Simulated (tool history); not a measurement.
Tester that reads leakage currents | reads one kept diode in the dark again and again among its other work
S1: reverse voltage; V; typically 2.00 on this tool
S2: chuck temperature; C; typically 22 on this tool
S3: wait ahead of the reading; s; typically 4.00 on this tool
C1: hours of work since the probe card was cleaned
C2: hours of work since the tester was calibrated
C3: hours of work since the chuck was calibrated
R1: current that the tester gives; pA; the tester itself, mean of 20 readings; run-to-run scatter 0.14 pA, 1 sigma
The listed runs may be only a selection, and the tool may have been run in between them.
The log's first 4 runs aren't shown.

| run | hour | S1 | S2 | S3 | C1 | C2 | C3 | R1 |
|---|---|---|---|---|---|---|---|---|
| 5 | 575.8 | 2.00 | 22 | 4.00 | 1184 | 2068 | 512 | 39.22 |
| 6 | 742.7 | 2.00 | 22 | 4.00 | 1267 | 2151 | 595 | 38.37 |
|  | 841.1 | chuck's temperature calibrated |
| 7 | 903.3 | 2.00 | 22 | 4.00 | 1346 | 2230 | 31 | 45.05 |
|  | 930.5 | tester calibrated |
| 8 | 1097.9 | 2.00 | 22 | 4.00 | 1442 | 83 | 127 | 43.61 |
| 9 | 1290.3 | 2.00 | 22 | 4.00 | 1538 | 179 | 223 | 42.41 |
| 10 | 1480.7 | 2.00 | 22 | 4.00 | 1633 | 274 | 318 | 41.73 |
| 11 | 1659.0 | 2.00 | 22 | 4.00 | 1722 | 363 | 407 | 40.70 |
| 12 | 1854.6 | 2.00 | 22 | 4.00 | 1819 | 461 | 504 | 39.50 |
| 13 | 2002.3 | 2.00 | 22 | 4.00 | 1893 | 534 | 578 | 39.15 |
|  | 2144.0 | chuck's temperature calibrated |
| 14 | 2206.6 | 2.00 | 22 | 4.00 | 1994 | 635 | 31 | 45.37 |
| 15 | 2411.0 | 2.00 | 22 | 4.00 | 2096 | 737 | 133 | 44.08 |
| 16 | 2550.1 | 7.71 | 35 | 1.58 | 2165 | 806 | 202 | 267.33 |
| 17 | 2751.4 | 9.56 | 32 | 0.53 | 2265 | 906 | 303 | 236.97 |
| 18 | 2966.7 | 14.63 | 55 | 1.10 | 2372 | 1014 | 410 | 1577.87 |
| 19 | 3170.8 | 8.31 | 38 | 0.54 | 2474 | 1115 | 512 | 325.43 |
| 20 | 3280.0 | 8.31 | 38 | 0.54 | 2529 | 1170 | 566 | 319.35 |
| 21 | 3411.5 | 1.35 | 43 | 9.08 | 2594 | 1235 | 632 | 160.75 |
|  | 3448.7 | chuck's temperature calibrated |
| 22 | 3542.1 | 1.35 | 43 | 9.08 | 2658 | 1300 | 47 | 188.14 |
| 23 | 3774.0 | 1.35 | 26 | 1.40 | 2774 | 1415 | 162 | 48.76 |
| 24 | 3965.2 | 8.81 | 22 | 4.00 | 2869 | 1510 | 257 | 112.90 |
| 25 | 4102.4 | 8.81 | 22 | 4.00 | 2937 | 1579 | 326 | 110.89 |
| 26 | 4275.5 | 1.14 | 44 | 4.00 | 3024 | 1665 | 412 | 167.34 |
| 27 | 4425.0 | 2.93 | 29 | 4.00 | 3098 | 1740 | 487 | 90.30 |

Run 28 comes next. What will it give?
|  | 4502.6 | probe card cleaned and baked |
| 28 | 4643.0 | 11.86 | 21 | 1.94 | 70 | 1847 | 594 | ? |

{"run 28": {"R1": 87.73}}
Were there no unlogged condition in the tool, this run, its random variation unchanged, would have produced R1 106.43 pA.
